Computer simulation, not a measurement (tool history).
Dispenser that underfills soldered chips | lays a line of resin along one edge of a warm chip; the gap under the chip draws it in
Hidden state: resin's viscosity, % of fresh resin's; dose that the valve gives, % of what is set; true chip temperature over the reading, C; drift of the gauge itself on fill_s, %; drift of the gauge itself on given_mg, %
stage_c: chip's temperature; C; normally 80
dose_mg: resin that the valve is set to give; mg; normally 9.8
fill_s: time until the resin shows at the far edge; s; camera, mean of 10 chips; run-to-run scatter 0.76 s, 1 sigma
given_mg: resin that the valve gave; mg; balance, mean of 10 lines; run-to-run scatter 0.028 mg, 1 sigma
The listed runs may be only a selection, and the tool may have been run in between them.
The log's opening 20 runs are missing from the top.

| run | hour | stage_c | dose_mg | hours of work since the syringe was changed | hours of work since the valve was cleaned | hours of work since the stage was calibrated | fill_s | given_mg |
|---|---|---|---|---|---|---|---|---|
| 21 | 63.5 | 65 | 11.81 | 5 | 121 | 53 | 203.9 | 11.29 |
| 22 | 66.6 | 66 | 9.8 | 7 | 123 | 55 | 229.9 | 9.34 |
|  | 67.8 | new syringe of resin |
| 23 | 71.1 | 83 | 12.29 | 2 | 126 | 58 | 75.8 | 11.73 |
| 24 | 73.1 | 83 | 12.29 | 3 | 127 | 59 | 82.5 | 11.67 |
| 25 | 75.3 | 93 | 12.34 | 5 | 128 | 60 | 63.9 | 11.79 |
| 26 | 77.6 | 86 | 8.68 | 6 | 130 | 62 | 98.5 | 8.27 |
| 27 | 79.9 | 86 | 8.68 | 8 | 131 | 63 | 111.5 | 8.26 |
|  | 80.6 | new syringe of resin |
| 28 | 82.5 | 91 | 9.8 | 1 | 133 | 65 | 50.8 | 9.36 |
| 29 | 86.7 | 87 | 11.53 | 4 | 135 | 67 | 72.8 | 10.96 |
| 30 | 91.1 | 88 | 11.21 | 7 | 138 | 70 | 92.2 | 10.69 |
|  | 92.6 | dispensing valve cleaned and set on the balance |
|  | 94.4 | new syringe of resin |
| 31 | 95.1 | 68 | 8.59 | 0 | 1 | 72 | 119 | 8.6 |
| 32 | 99.2 | 70 | 11.49 | 3 | 4 | 74 | 136.8 | 11.46 |
| 33 | 101.4 | 66 | 9.8 | 4 | 5 | 76 | 181.3 | 9.84 |
| 34 | 104.1 | 87 | 10.33 | 6 | 7 | 77 | 92.1 | 10.32 |
|  | 107.3 | new syringe of resin |
| 35 | 107.5 | 70 | 8.95 | 0 | 9 | 79 | 105.7 | 8.94 |
| 36 | 112.2 | 74 | 8.95 | 3 | 12 | 82 | 116 | 8.84 |

Below are 4 alternative next runs, each starting from the tool's condition after run 36. Predict each:
| A | 115.2 | 78 | 10.02 | 5 | 14 | 84 | ? | ? |
| B | 115.2 | 82 | 10.71 | 5 | 14 | 84 | ? | ? |
| C | 115.2 | 91 | 12.31 | 5 | 14 | 84 | ? | ? |
| D | 115.2 | 74 | 11.03 | 5 | 14 | 84 | ? | ? |

| run | fill_s | given_mg |
|---|---|---|
| A | 116.6 | 9.96 |
| B | 98.9 | 10.68 |
| C | 69.8 | 12.26 |
| D | 134.1 | 11.03 |
Take away the tool's hidden state, keep each run's random variation, and the runs would have read:
| run | fill_s | given_mg |
|---|---|---|
| A | 75.9 | 9.99 |
| B | 64.3 | 10.72 |
| C | 45.3 | 12.3 |
| D | 87 | 11.07 |
